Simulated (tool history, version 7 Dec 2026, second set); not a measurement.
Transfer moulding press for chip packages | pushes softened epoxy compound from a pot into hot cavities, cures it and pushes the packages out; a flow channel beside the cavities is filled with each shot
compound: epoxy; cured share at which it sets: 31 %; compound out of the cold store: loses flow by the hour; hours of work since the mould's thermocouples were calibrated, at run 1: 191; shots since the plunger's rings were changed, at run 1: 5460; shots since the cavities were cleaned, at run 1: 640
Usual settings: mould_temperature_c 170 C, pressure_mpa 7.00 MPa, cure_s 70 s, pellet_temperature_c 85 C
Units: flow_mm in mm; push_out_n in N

run	hour	mould_temperature_c	pressure_mpa	cure_s	pellet_temperature_c	hours of work since the mould's thermocouples were calibrated	shots since the plunger's rings were changed	shots since the cavities were cleaned	incoming compound's hours out of the cold store	flow_mm	push_out_n
1	0.0	170	7.00	70	85	191	5460	640	42.5	512	629
2	4.8	170	7.00	70	85	194	5534	714	33.0	523	656
3	9.4	170	7.00	70	85	197	5606	786	32.2	524	622
# hour 14.1: plunger's sealing rings changed
4	17.7	170	7.82	70	85	201	56	874	38.2	586	640
# hour 21.3: cavities cleaned with cleaning compound and waxed
5	25.1	170	7.82	70	85	205	147	58	9.2	626	807
6	29.1	168	7.00	70	85	208	209	120	27.2	572	877
7	37.8	168	7.00	70	85	214	343	254	44.7	544	865
8	45.7	170	7.00	61	85	219	465	376	22.4	574	1014
9	52.1	170	7.00	61	85	223	563	474	27.2	565	980
10	57.1	170	7.00	61	85	227	640	551	19.8	579	992
11	65.9	171	7.00	70	85	233	776	687	19.3	573	652
12	72.2	171	7.00	70	85	237	873	784	18.2	574	631
# hour 77.7: cavities cleaned with cleaning compound and waxed, once more
13	81.2	170	7.00	70	85	242	988	54	20.0	574	473
14	86.9	170	7.00	64	85	246	1076	142	15.0	578	656
15	92.0	170	7.00	64	85	249	1154	220	44.4	536	665
16	98.6	170	7.00	64	87	254	1255	321	40.4	541	708
17	104.2	177	6.61	64	82	258	1342	408	17.6	547	483
18	111.0	163	6.61	64	89	262	1446	512	38.2	534	1226
19	115.5	163	6.61	64	89	265	1516	582	28.1	556	1240
20	120.2	163	5.85	109	89	268	1589	655	28.3	521	444
21	126.9	170	7.00	66	85	273	1691	757	21.9	560	778
22	136.0	177	7.00	79	85	279	1831	897	38.6	534	444
# hour 138.2: cavities cleaned with cleaning compound and waxed
23	143.5	177	7.00	79	85	283	1923	81	13.9	566	319
24	148.6	170	7.00	70	83	287	2002	160	19.8	567	540
25	156.7	170	7.26	53	90	292	2127	285	12.8	587	1122
26	161.4	170	8.60	91	85	295	2199	357	44.2	588	412
27	170.0	170	7.00	72	85	301	2332	490	33.9	543	578
28	176.4	170	7.00	72	85	305	2431	589	15.3	570	621

5 ways to go on from here, each from the tool as it stands after run 28. What would each give?
A	181.8	170	6.74	61	92	309	2513	671	39.9	?	?
B	181.8	170	6.19	70	85	309	2513	671	18.6	?	?
C	181.8	168	6.24	72	79	309	2513	671	10.5	?	?
D	181.8	170	7.00	60	85	309	2513	671	12.3	?	?
E	181.8	170	5.40	59	85	309	2513	671	20.3	?	?

run	flow_mm	push_out_n
A	522	843
B	531	660
C	546	754
D	574	975
E	498	1009
Without the tool's hidden state the same runs would have given:
run	flow_mm	push_out_n
A	539	555
B	548	434
C	564	499
D	593	642
E	514	664
